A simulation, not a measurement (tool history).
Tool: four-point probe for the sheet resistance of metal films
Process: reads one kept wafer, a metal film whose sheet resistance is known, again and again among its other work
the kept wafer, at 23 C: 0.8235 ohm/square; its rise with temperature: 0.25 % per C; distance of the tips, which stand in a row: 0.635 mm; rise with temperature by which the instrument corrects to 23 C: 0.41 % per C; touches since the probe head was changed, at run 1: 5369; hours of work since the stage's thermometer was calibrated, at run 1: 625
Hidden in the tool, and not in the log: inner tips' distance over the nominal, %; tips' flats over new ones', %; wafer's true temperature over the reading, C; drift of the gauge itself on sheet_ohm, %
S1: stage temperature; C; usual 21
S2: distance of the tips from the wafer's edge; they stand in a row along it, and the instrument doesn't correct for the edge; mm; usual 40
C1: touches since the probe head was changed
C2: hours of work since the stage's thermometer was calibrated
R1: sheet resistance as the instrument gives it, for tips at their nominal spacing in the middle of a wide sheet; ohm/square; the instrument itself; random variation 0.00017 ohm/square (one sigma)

{"run": 1, "hour": 0.0, "S1": 21, "S2": 40, "C1": 5369, "C2": 625, "R1": 0.825398}
{"run": 2, "hour": 41.9, "S1": 19, "S2": 40, "C1": 6608, "C2": 643, "R1": 0.828006}
{"run": 3, "hour": 82.9, "S1": 20, "S2": 40, "C1": 7821, "C2": 662, "R1": 0.826568}
{"run": 4, "hour": 130.9, "S1": 21, "S2": 8, "C1": 9243, "C2": 683, "R1": 0.828154}
{"run": 5, "hour": 156.9, "S1": 21, "S2": 8, "C1": 10013, "C2": 694, "R1": 0.827973}
{"run": 6, "hour": 176.8, "S1": 21, "S2": 4, "C1": 10603, "C2": 703, "R1": 0.836277}
{"run": 7, "hour": 209.2, "S1": 21, "S2": 13, "C1": 11560, "C2": 718, "R1": 0.826433}
{"run": 8, "hour": 251.4, "S1": 21, "S2": 13, "C1": 12809, "C2": 736, "R1": 0.826178}
{"run": 9, "hour": 273.3, "S1": 21, "S2": 13, "C1": 13458, "C2": 746, "R1": 0.826653}
{"run": 10, "hour": 320.6, "S1": 30, "S2": 22, "C1": 14856, "C2": 767, "R1": 0.814496}
{"run": 11, "hour": 361.3, "S1": 18, "S2": 6, "C1": 16061, "C2": 785, "R1": 0.833992}
{"run": 12, "hour": 391.5, "S1": 31, "S2": 33, "C1": 16955, "C2": 799, "R1": 0.812964}
{"run": 13, "hour": 432.1, "S1": 21, "S2": 50, "C1": 18157, "C2": 817, "R1": 0.825058}
{"run": 14, "hour": 464.1, "S1": 29, "S2": 50, "C1": 19105, "C2": 831, "R1": 0.815158}
{"run": 15, "hour": 488.6, "S1": 29, "S2": 6, "C1": 19831, "C2": 842, "R1": 0.819879}
{"run": 16, "hour": 518.0, "S1": 29, "S2": 3, "C1": 20700, "C2": 855, "R1": 0.834433}
{"run": 17, "hour": 550.0, "S1": 29, "S2": 3, "C1": 21647, "C2": 869, "R1": 0.834259}

Forecast each of these 4 alternatives for the next run:
{"run": "A", "hour": 581.7, "S1": 19, "S2": 21, "C1": 22585, "C2": 883, "R1": "?"}
{"run": "B", "hour": 581.7, "S1": 23, "S2": 13, "C1": 22585, "C2": 883, "R1": "?"}
{"run": "C", "hour": 581.7, "S1": 29, "S2": 13, "C1": 22585, "C2": 883, "R1": "?"}
{"run": "D", "hour": 581.7, "S1": 22, "S2": 73, "C1": 22585, "C2": 883, "R1": "?"}

run=A R1=0.827996
run=B R1=0.823710
run=C R1=0.816052
run=D R1=0.823583
Without the tool's hidden state the same runs would have given:
run=A R1=0.829033
run=B R1=0.824747
run=C R1=0.817088
run=D R1=0.824619
